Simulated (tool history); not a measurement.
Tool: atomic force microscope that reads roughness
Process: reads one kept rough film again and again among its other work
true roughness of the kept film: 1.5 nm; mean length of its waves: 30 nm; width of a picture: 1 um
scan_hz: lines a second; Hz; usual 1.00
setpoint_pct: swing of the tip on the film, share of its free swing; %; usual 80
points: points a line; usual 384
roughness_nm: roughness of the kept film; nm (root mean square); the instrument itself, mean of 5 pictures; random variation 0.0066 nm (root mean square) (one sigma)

run,day,scan_hz,setpoint_pct,points,roughness_nm
1,0.000,1.00,80,384,1.115
# day 0.133: new tip fitted
2,0.738,1.00,80,384,1.266
3,1.192,1.00,78,384,1.239
4,1.596,1.00,78,384,1.221
5,2.025,1.00,78,384,1.197
6,2.446,1.00,80,384,1.181
7,2.896,1.11,80,384,1.157
8,3.767,1.11,80,765,1.120
# day 4.108: new tip fitted
9,4.467,1.11,80,765,1.270
10,4.912,1.11,71,765,1.293
11,5.838,1.11,71,765,1.241
12,6.417,0.81,71,765,1.238
13,6.871,1.00,80,384,1.152
14,7.358,1.00,80,395,1.130
# day 8.042: new tip fitted
15,8.050,1.00,80,395,1.289
16,8.454,1.00,80,384,1.282
17,9.304,2.13,80,384,1.140
18,9.721,2.13,80,384,1.128
19,10.288,2.13,80,384,1.104
20,10.808,2.13,80,384,1.067
21,11.404,2.13,89,384,0.985
# day 11.975: new tip fitted
22,12.325,1.00,80,736,1.279
23,12.925,1.00,80,736,1.254
24,13.488,3.52,80,384,1.018
25,14.412,3.52,80,384,0.993
26,15.129,2.82,80,384,0.995
27,15.717,1.64,80,1003,1.069
# day 15.904: new tip fitted
28,16.550,1.00,57,571,1.341
29,17.442,3.65,68,384,1.134
30,18.096,3.65,68,384,1.112
31,18.704,1.38,70,918,1.173
32,19.450,1.70,56,406,1.159
# day 19.850: new tip fitted
33,20.383,1.00,73,537,1.308
34,20.862,3.93,58,1018,1.232
35,21.429,3.93,58,1018,1.204
36,21.858,3.93,58,1018,1.197
37,22.392,0.69,58,1018,1.238
38,23.133,2.38,55,309,1.164
# day 23.792: new tip fitted
39,23.946,2.38,55,309,1.327
40,24.400,2.38,55,309,1.298
41,25.200,1.77,60,755,1.267
42,25.796,1.08,80,672,1.180
43,26.292,1.50,64,356,1.192
44,27.196,1.00,81,415,1.124
# day 27.733: new tip fitted
45,28.088,1.00,87,384,1.232
46,28.725,1.00,57,384,1.307

Forecast each of these 5 alternatives for the next run:
A,29.475,1.72,72,504,?
B,29.475,1.70,80,384,?
C,29.475,1.00,70,653,?
D,29.475,2.37,60,326,?
E,29.475,1.01,69,832,?

run,roughness_nm
A,1.191
B,1.143
C,1.236
D,1.215
E,1.228
Without the tool's hidden state the same runs would have given:
run,roughness_nm
A,1.289
B,1.237
C,1.337
D,1.314
E,1.329
